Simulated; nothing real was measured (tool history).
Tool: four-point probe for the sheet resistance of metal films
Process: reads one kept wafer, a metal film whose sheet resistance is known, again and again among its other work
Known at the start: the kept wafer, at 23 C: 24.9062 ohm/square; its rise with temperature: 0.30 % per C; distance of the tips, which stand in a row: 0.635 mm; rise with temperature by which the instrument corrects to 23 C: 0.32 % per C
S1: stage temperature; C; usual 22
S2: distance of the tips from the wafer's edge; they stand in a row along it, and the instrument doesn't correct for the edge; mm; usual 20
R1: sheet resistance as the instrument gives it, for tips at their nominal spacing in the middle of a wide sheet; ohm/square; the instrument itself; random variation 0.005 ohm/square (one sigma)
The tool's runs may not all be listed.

| run | hour | S1 | S2 | R1 |
|---|---|---|---|---|
| 1 | 0.0 | 22 | 20 | 24.996893 |
| 2 | 51.8 | 22 | 38 | 24.982252 |
| 3 | 112.2 | 30 | 20 | 24.945192 |
| 4 | 168.4 | 30 | 20 | 24.937540 |
| 5 | 234.1 | 19 | 20 | 24.996668 |
| 6 | 262.4 | 19 | 20 | 24.999604 |
| 7 | 319.6 | 20 | 20 | 24.988898 |
| 8 | 373.9 | 20 | 20 | 24.987523 |
| 9 | 416.1 | 20 | 20 | 24.973781 |
| 10 | 479.7 | 24 | 20 | 24.974073 |
| 11 | 526.2 | 24 | 20 | 24.968427 |
| 12 | 570.3 | 24 | 20 | 24.972935 |
| 13 | 606.6 | 24 | 20 | 24.965201 |
| 14 | 654.6 | 24 | 20 | 24.963010 |
| 15 | 721.3 | 24 | 20 | 24.964245 |
| 16 | 750.5 | 24 | 20 | 24.954351 |
| 17 | 792.5 | 24 | 20 | 24.960784 |
| 18 | 838.5 | 24 | 20 | 24.947467 |
| 19 | 902.7 | 24 | 20 | 24.951939 |
| 20 | 955.9 | 22 | 20 | 24.979722 |
| 21 | 1002.1 | 22 | 20 | 24.951917 |
| 22 | 1063.8 | 22 | 20 | 24.958975 |
| 23 | 1119.3 | 22 | 20 | 24.956588 |
| 24 | 1173.7 | 31 | 38 | 24.909817 |
| 25 | 1208.3 | 31 | 38 | 24.908369 |
| 26 | 1269.5 | 23 | 20 | 24.948267 |
| 27 | 1297.5 | 30 | 10 | 24.956540 |
| 28 | 1356.3 | 21 | 28 | 24.947222 |
| 29 | 1399.5 | 28 | 4 | 25.242881 |
| 30 | 1434.6 | 25 | 43 | 24.925599 |
| 31 | 1473.3 | 25 | 43 | 24.918724 |
| 32 | 1536.5 | 34 | 20 | 24.884756 |
| 33 | 1566.4 | 24 | 20 | 24.945716 |
| 34 | 1612.9 | 19 | 12 | 24.989469 |
| 35 | 1653.0 | 19 | 12 | 24.982940 |
| 36 | 1692.5 | 23 | 5 | 25.141764 |
| 37 | 1750.6 | 19 | 9 | 25.012485 |
| 38 | 1815.7 | 24 | 6 | 25.065329 |
|  | 1830.1 | stage's thermometer calibrated |
| 39 | 1843.5 | 30 | 20 | 24.876824 |
| 40 | 1911.2 | 22 | 37 | 24.903676 |
| 41 | 1960.9 | 34 | 29 | 24.840329 |
| 42 | 2001.7 | 21 | 13 | 24.927398 |
| 43 | 2047.9 | 21 | 13 | 24.932761 |
| 44 | 2097.1 | 31 | 39 | 24.847955 |
| 45 | 2133.0 | 31 | 5 | 25.056592 |

Forecast each of these 3 alternatives for the next run:
| A | 2194.8 | 31 | 17 | ? |
| B | 2194.8 | 18 | 16 | ? |
| C | 2194.8 | 27 | 15 | ? |

| run | R1 |
|---|---|
| A | 24.869151 |
| B | 24.934613 |
| C | 24.893320 |
Without the tool's hidden state the same runs would have given:
| run | R1 |
|---|---|
| A | 24.889938 |
| B | 24.955304 |
| C | 24.914082 |
